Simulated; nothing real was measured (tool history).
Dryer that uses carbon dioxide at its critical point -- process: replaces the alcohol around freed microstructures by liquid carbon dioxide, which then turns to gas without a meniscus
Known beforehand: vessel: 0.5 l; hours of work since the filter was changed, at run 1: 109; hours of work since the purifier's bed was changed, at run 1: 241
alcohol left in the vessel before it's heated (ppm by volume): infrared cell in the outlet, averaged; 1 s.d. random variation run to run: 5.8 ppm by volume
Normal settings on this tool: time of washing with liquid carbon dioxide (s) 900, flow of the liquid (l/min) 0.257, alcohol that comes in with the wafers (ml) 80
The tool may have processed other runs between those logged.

run	hour	time of washing with liquid carbon dioxide (s)	flow of the liquid (l/min)	alcohol that comes in with the wafers (ml)	hours of work since the filter was changed	hours of work since the purifier's bed was changed	alcohol left in the vessel before it's heated (ppm by volume)
1	0	900	0.257	80	109	241	277
2	64.8	900	0.257	59	148	280	224
3	94.6	900	0.257	59	166	298	253
4	151.3	900	0.257	59	200	333	255
5	180.9	900	0.257	64	218	350	277
6	223.8	900	0.257	64	244	376	284
7	263.8	900	0.257	64	268	400	299
8	312.7	900	0.257	64	298	430	306
9	350.2	900	0.257	64	320	453	323
10	411.3	900	0.257	64	357	489	339
11	444.8	1200	0.257	80	377	510	167
12	499.6	1200	0.257	80	410	543	182
13	555.3	900	0.218	80	444	576	882
14	585.3	900	0.257	37	462	594	272
15	653.1	900	0.257	80	503	635	439
16	719.7	900	0.257	80	543	676	474
17	767.5	900	0.257	80	572	704	468
# hour 783.5: inlet filter changed
18	804.6	900	0.257	80	13	726	384
19	840.4	900	0.257	80	34	748	401
20	878.2	900	0.257	26	57	771	267
21	918.1	900	0.202	51	81	795	759
22	969.1	900	0.202	51	112	825	774
23	1032.6	900	0.257	74	150	864	410
24	1091.6	900	0.184	50	186	899	1171
25	1137.2	900	0.184	50	213	927	1183
26	1192.9	1200	0.288	42	247	960	239
27	1255.8	1440	0.288	55	285	998	254
28	1291.1	720	0.212	52	306	1020	1684
29	1333.9	900	0.168	37	332	1045	1391
# hour 1345: purifier's bed changed
30	1392.2	840	0.251	37	365	28	229
31	1436.4	1080	0.226	60	392	55	165
32	1469.1	1080	0.226	60	412	75	156
33	1503.3	600	0.24	80	432	95	2941
34	1573.7	600	0.24	80	475	138	3145
35	1641.1	900	0.396	74	516	179	59
36	1697	540	0.257	80	549	212	3726
37	1739	1140	0.17	106	575	238	1242
# hour 1752.4: inlet filter changed
38	1805.5	1140	0.17	106	32	277	885
39	1867.6	540	0.17	51	70	315	7442
40	1903.2	900	0.256	105	91	336	370

Predict each of these 5 candidate next runs independently; none follows another, all start after run 40:
A	1973.6	900	0.257	35	133	379	?
B	1973.6	600	0.228	80	133	379	?
C	1973.6	1140	0.181	28	133	379	?
D	1973.6	1260	0.18	106	133	379	?
E	1973.6	900	0.407	80	133	379	?

run	alcohol left in the vessel before it's heated (ppm by volume)
A	200
B	3275
C	253
D	437
E	101
With no hidden state in the tool, these same runs would have given:
run	alcohol left in the vessel before it's heated (ppm by volume)
A	98
B	2986
C	149
D	312
E	10

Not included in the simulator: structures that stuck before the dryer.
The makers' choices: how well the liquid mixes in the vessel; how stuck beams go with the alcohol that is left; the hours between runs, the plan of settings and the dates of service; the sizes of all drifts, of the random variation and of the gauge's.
